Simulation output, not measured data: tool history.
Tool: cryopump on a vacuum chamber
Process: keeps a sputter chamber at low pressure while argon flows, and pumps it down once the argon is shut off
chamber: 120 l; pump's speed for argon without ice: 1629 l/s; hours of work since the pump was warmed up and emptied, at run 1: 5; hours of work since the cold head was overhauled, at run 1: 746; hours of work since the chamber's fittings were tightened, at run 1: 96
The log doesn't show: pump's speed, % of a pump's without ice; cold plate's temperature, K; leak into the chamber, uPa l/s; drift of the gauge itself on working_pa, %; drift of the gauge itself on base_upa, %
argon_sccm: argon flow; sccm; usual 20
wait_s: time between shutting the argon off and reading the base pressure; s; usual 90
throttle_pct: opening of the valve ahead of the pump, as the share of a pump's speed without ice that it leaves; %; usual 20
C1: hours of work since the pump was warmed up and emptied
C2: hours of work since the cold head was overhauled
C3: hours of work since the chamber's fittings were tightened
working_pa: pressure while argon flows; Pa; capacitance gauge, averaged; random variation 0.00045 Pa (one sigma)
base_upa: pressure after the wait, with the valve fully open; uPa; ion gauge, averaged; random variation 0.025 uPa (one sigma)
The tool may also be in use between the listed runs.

run 1 day=0 | argon_sccm=20 wait_s=90 throttle_pct=20 | C1=5 C2=746 C3=96 | working_pa=0.1047 base_upa=1.12
run 2 day=0.667 | argon_sccm=20 wait_s=90 throttle_pct=20 | C1=18 C2=760 C3=109 | working_pa=0.104 base_upa=1.12
run 3 day=1.571 | argon_sccm=20 wait_s=90 throttle_pct=20 | C1=36 C2=778 C3=127 | working_pa=0.1037 base_upa=1.13
run 4 day=2.338 | argon_sccm=20 wait_s=90 throttle_pct=35 | C1=52 C2=793 C3=142 | working_pa=0.0597 base_upa=1.11
run 5 day=3.342 | argon_sccm=20 wait_s=90 throttle_pct=35 | C1=72 C2=813 C3=162 | working_pa=0.0596 base_upa=1.14
run 6 day=4.217 | argon_sccm=20 wait_s=90 throttle_pct=20 | C1=89 C2=830 C3=180 | working_pa=0.1038 base_upa=1.13
run 7 day=5.233 | argon_sccm=31 wait_s=90 throttle_pct=20 | C1=109 C2=851 C3=200 | working_pa=0.163 base_upa=1.22
run 8 day=5.771 | argon_sccm=31 wait_s=90 throttle_pct=20 | C1=120 C2=861 C3=211 | working_pa=0.1628 base_upa=1.24
run 9 day=6.638 | argon_sccm=20 wait_s=90 throttle_pct=20 | C1=137 C2=879 C3=228 | working_pa=0.1053 base_upa=1.24
run 10 day=7.75 | argon_sccm=20 wait_s=90 throttle_pct=20 | C1=159 C2=901 C3=250 | working_pa=0.1043 base_upa=1.24
run 11 day=8.554 | argon_sccm=20 wait_s=90 throttle_pct=20 | C1=176 C2=917 C3=266 | working_pa=0.1051 base_upa=1.27
run 12 day=9.5 | argon_sccm=20 wait_s=90 throttle_pct=20 | C1=194 C2=936 C3=285 | working_pa=0.1051 base_upa=1.27
run 13 day=10.225 | argon_sccm=9 wait_s=90 throttle_pct=20 | C1=209 C2=950 C3=300 | working_pa=0.0473 base_upa=1.29
run 14 day=11.088 | argon_sccm=9 wait_s=90 throttle_pct=20 | C1=226 C2=967 C3=317 | working_pa=0.0474 base_upa=1.36
run 15 day=12.075 | argon_sccm=9 wait_s=90 throttle_pct=20 | C1=246 C2=987 C3=336 | working_pa=0.0477 base_upa=1.36
run 16 day=12.979 | argon_sccm=9 wait_s=90 throttle_pct=20 | C1=264 C2=1005 C3=355 | working_pa=0.0478 base_upa=1.34
run 17 day=14.021 | argon_sccm=9 wait_s=90 throttle_pct=20 | C1=285 C2=1026 C3=375 | working_pa=0.0477 base_upa=1.34
run 18 day=14.829 | argon_sccm=9 wait_s=81 throttle_pct=31 | C1=301 C2=1042 C3=391 | working_pa=0.0311 base_upa=1.44
run 19 day=15.879 | argon_sccm=14 wait_s=81 throttle_pct=47 | C1=322 C2=1063 C3=412 | working_pa=0.0321 base_upa=1.52
run 20 day=16.771 | argon_sccm=14 wait_s=81 throttle_pct=47 | C1=339 C2=1081 C3=430 | working_pa=0.0323 base_upa=1.53
run 21 day=17.671 | argon_sccm=19 wait_s=240 throttle_pct=48 | C1=357 C2=1099 C3=448 | working_pa=0.0433 base_upa=1
run 22 day=18.162 | argon_sccm=20 wait_s=66 throttle_pct=27 | C1=367 C2=1108 C3=458 | working_pa=0.0792 base_upa=1.74
run 23 day=19.071 | argon_sccm=16 wait_s=66 throttle_pct=19 | C1=385 C2=1127 C3=476 | working_pa=0.0888 base_upa=1.79
run 24 day=19.571 | argon_sccm=25 wait_s=265 throttle_pct=23 | C1=395 C2=1136 C3=486 | working_pa=0.1157 base_upa=0.97
run 25 day=20.458 | argon_sccm=10 wait_s=40 throttle_pct=18 | C1=413 C2=1154 C3=504 | working_pa=0.059 base_upa=2.5
run 26 day=21.512 | argon_sccm=10 wait_s=90 throttle_pct=19 | C1=434 C2=1175 C3=525 | working_pa=0.0554 base_upa=1.54
run 27 day=22.192 | argon_sccm=30 wait_s=47 throttle_pct=20 | C1=447 C2=1189 C3=538 | working_pa=0.1597 base_upa=2.32
run 28 day=22.896 | argon_sccm=30 wait_s=47 throttle_pct=20 | C1=461 C2=1203 C3=552 | working_pa=0.1612 base_upa=2.31
run 29 day=23.671 | argon_sccm=30 wait_s=47 throttle_pct=20 | C1=477 C2=1218 C3=568 | working_pa=0.1609 base_upa=2.36
run 30 day=24.588 | argon_sccm=39 wait_s=47 throttle_pct=17 | C1=495 C2=1237 C3=586 | working_pa=0.2449 base_upa=2.43
run 31 day=25.117 | argon_sccm=20 wait_s=105 throttle_pct=50 | C1=506 C2=1247 C3=596 | working_pa=0.0454 base_upa=1.47
run 32 day=25.775 | argon_sccm=20 wait_s=105 throttle_pct=50 | C1=519 C2=1260 C3=610 | working_pa=0.0452 base_upa=1.53
run 33 day=26.6 | argon_sccm=20 wait_s=90 throttle_pct=27 | C1=535 C2=1277 C3=626 | working_pa=0.0812 base_upa=1.73
run 34 day=27.383 | argon_sccm=21 wait_s=240 throttle_pct=19 | C1=551 C2=1292 C3=642 | working_pa=0.119 base_upa=1.18

Forecast each of these 4 alternatives for the next run:
run A day=28.5 | argon_sccm=21 wait_s=73 throttle_pct=33 | C1=573 C2=1315 C3=664 | working_pa=? base_upa=?
run B day=28.5 | argon_sccm=24 wait_s=90 throttle_pct=20 | C1=573 C2=1315 C3=664 | working_pa=? base_upa=?
run C day=28.5 | argon_sccm=20 wait_s=27 throttle_pct=32 | C1=573 C2=1315 C3=664 | working_pa=? base_upa=?
run D day=28.5 | argon_sccm=20 wait_s=130 throttle_pct=15 | C1=573 C2=1315 C3=664 | working_pa=? base_upa=?

run=A working_pa=0.0707 base_upa=1.9
run=B working_pa=0.1305 base_upa=1.72
run=C working_pa=0.0688 base_upa=3.61
run=D working_pa=0.1429 base_upa=1.46
Without the tool's hidden state the same runs would have given:
run=A working_pa=0.0663 base_upa=1.16
run=B working_pa=0.1254 base_upa=0.99
run=C working_pa=0.0646 base_upa=2.88
run=D working_pa=0.1387 base_upa=0.73
